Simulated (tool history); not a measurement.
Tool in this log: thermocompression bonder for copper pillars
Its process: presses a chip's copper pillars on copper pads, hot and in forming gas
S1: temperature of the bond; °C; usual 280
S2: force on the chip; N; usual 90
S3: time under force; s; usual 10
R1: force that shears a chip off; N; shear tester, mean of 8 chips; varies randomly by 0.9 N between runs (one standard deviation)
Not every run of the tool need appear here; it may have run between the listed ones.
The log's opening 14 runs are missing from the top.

run 15 hour=104.2 | S1=298 S2=90 S3=10 | R1=80.1
run 16 hour=109.8 | S1=298 S2=90 S3=10 | R1=80.1
run 17 hour=115.3 | S1=298 S2=90 S3=10 | R1=78.7
run 18 hour=121.5 | S1=280 S2=90 S3=10 | R1=66.9
run 19 hour=126.2 | S1=280 S2=112 S3=10 | R1=78.0
run 20 hour=134.9 | S1=280 S2=112 S3=10 | R1=79.8
run 21 hour=143.5 | S1=300 S2=57 S3=6 | R1=49.0
run 22 hour=149.2 | S1=300 S2=57 S3=6 | R1=48.3
run 23 hour=157.0 | S1=285 S2=101 S3=16 | R1=88.6
run 24 hour=165.3 | S1=268 S2=122 S3=16 | R1=86.4
run 25 hour=169.7 | S1=296 S2=90 S3=11 | R1=80.8
run 26 hour=178.8 | S1=296 S2=90 S3=11 | R1=80.6
run 27 hour=185.7 | S1=276 S2=90 S3=10 | R1=65.4
run 28 hour=194.1 | S1=276 S2=90 S3=10 | R1=66.3
run 29 hour=199.8 | S1=276 S2=90 S3=10 | R1=65.8
run 30 hour=209.1 | S1=271 S2=90 S3=10 | R1=62.1
run 31 hour=219.1 | S1=256 S2=90 S3=10 | R1=54.0
run 32 hour=229.4 | S1=256 S2=90 S3=10 | R1=54.7
run 33 hour=238.7 | S1=256 S2=73 S3=7 | R1=40.3
run 34 hour=248.8 | S1=261 S2=91 S3=7 | R1=50.1
run 35 hour=257.8 | S1=279 S2=76 S3=5 | R1=45.7
-- hour=260.9 force cell calibrated
run 36 hour=269.9 | S1=261 S2=112 S3=10 | R1=70.7
run 37 hour=278.5 | S1=261 S2=112 S3=10 | R1=70.4
run 38 hour=284.5 | S1=253 S2=99 S3=10 | R1=59.9
run 39 hour=294.6 | S1=280 S2=107 S3=22 | R1=98.0

Branching from run 39: 5 alternative next runs. What would each branch give?
run A hour=300.7 | S1=275 S2=107 S3=8 | R1=?
run B hour=300.7 | S1=272 S2=107 S3=10 | R1=?
run C hour=300.7 | S1=295 S2=75 S3=8 | R1=?
run D hour=300.7 | S1=267 S2=88 S3=6 | R1=?
run E hour=300.7 | S1=256 S2=95 S3=27 | R1=?

run=A R1=71.4
run=B R1=74.2
run=C R1=65.6
run=D R1=51.0
run=E R1=82.4
Stripped of hidden state, with their random variation kept, the same runs would have yielded:
run=A R1=75.0
run=B R1=77.9
run=C R1=69.0
run=D R1=53.9
run=E R1=86.5

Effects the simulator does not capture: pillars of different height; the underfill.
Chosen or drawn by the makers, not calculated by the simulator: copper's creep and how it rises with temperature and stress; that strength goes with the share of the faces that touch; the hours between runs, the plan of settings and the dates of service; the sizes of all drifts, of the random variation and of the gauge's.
